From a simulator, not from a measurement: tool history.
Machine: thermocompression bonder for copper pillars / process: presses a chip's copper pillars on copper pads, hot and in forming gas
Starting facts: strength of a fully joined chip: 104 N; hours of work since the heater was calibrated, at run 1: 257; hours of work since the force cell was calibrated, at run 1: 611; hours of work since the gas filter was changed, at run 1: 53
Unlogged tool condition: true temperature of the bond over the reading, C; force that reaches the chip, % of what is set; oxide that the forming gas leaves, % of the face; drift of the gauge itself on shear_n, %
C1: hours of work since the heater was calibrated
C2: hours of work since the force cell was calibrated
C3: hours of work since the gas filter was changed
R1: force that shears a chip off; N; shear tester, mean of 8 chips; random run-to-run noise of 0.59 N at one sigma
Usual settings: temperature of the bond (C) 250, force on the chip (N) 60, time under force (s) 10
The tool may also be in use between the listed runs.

Run 1, hour 0.0: usual settings; C1 257; C2 611; C3 53. Result: R1 45.7 N.
Run 2, hour 12.5: usual settings; C1 263; C2 618; C3 59. Result: R1 45.6 N.
Run 3, hour 27.1: usual settings; C1 271; C2 625; C3 66. Result: R1 45.6 N.
Run 4, hour 35.3: usual settings but time under force (s) 8; C1 275; C2 629; C3 70. Result: R1 41.1 N.
Run 5, hour 50.9: usual settings but time under force (s) 8; C1 282; C2 637; C3 78. Result: R1 42.4 N.
Run 6, hour 65.3: usual settings but time under force (s) 21; C1 289; C2 644; C3 85. Result: R1 57.2 N.
Run 7, hour 73.5: usual settings but time under force (s) 21; C1 293; C2 648; C3 89. Result: R1 58.5 N.
Run 8, hour 81.7: usual settings but temperature of the bond (C) 262; C1 297; C2 652; C3 93. Result: R1 52.6 N.
Run 9, hour 97.5: usual settings but temperature of the bond (C) 262; C1 305; C2 659; C3 101. Result: R1 53.5 N.
Run 10, hour 110.5: usual settings but time under force (s) 27; C1 312; C2 666; C3 107. Result: R1 63.0 N.
Run 11, hour 120.4: usual settings but temperature of the bond (C) 222, force on the chip (N) 64, time under force (s) 8; C1 317; C2 671; C3 112. Result: R1 28.7 N.
Run 12, hour 136.1: usual settings but temperature of the bond (C) 222, force on the chip (N) 84, time under force (s) 24; C1 324; C2 679; C3 120. Result: R1 59.5 N.
Run 13, hour 149.4: usual settings but temperature of the bond (C) 274, time under force (s) 8; C1 331; C2 685; C3 127. Result: R1 53.7 N.
Run 14, hour 160.3: usual settings but temperature of the bond (C) 274, time under force (s) 8; C1 336; C2 690; C3 132. Result: R1 54.7 N.
Run 15, hour 176.1: usual settings but force on the chip (N) 83, time under force (s) 22; C1 344; C2 698; C3 140. Result: R1 76.5 N.

4 options for the next run, each taken on its own from the tool as it stands now. Forecast them:
Run A, hour 187.7: usual settings but temperature of the bond (C) 243, force on the chip (N) 89, time under force (s) 19; C1 350; C2 704; C3 146. Result: R1 ?.
Run B, hour 187.7: usual settings but temperature of the bond (C) 278, time under force (s) 7; C1 350; C2 704; C3 146. Result: R1 ?.
Run C, hour 187.7: usual settings but temperature of the bond (C) 249, force on the chip (N) 42, time under force (s) 5; C1 350; C2 704; C3 146. Result: R1 ?.
Run D, hour 187.7: usual settings but temperature of the bond (C) 232, force on the chip (N) 75, time under force (s) 24; C1 350; C2 704; C3 146. Result: R1 ?.

run    R1
  A  72.0
  B  54.4
  C  21.7
  D  60.5
What these runs would have given with no unlogged condition in the tool:
run    R1
  A  71.5
  B  53.6
  C  21.3
  D  59.9
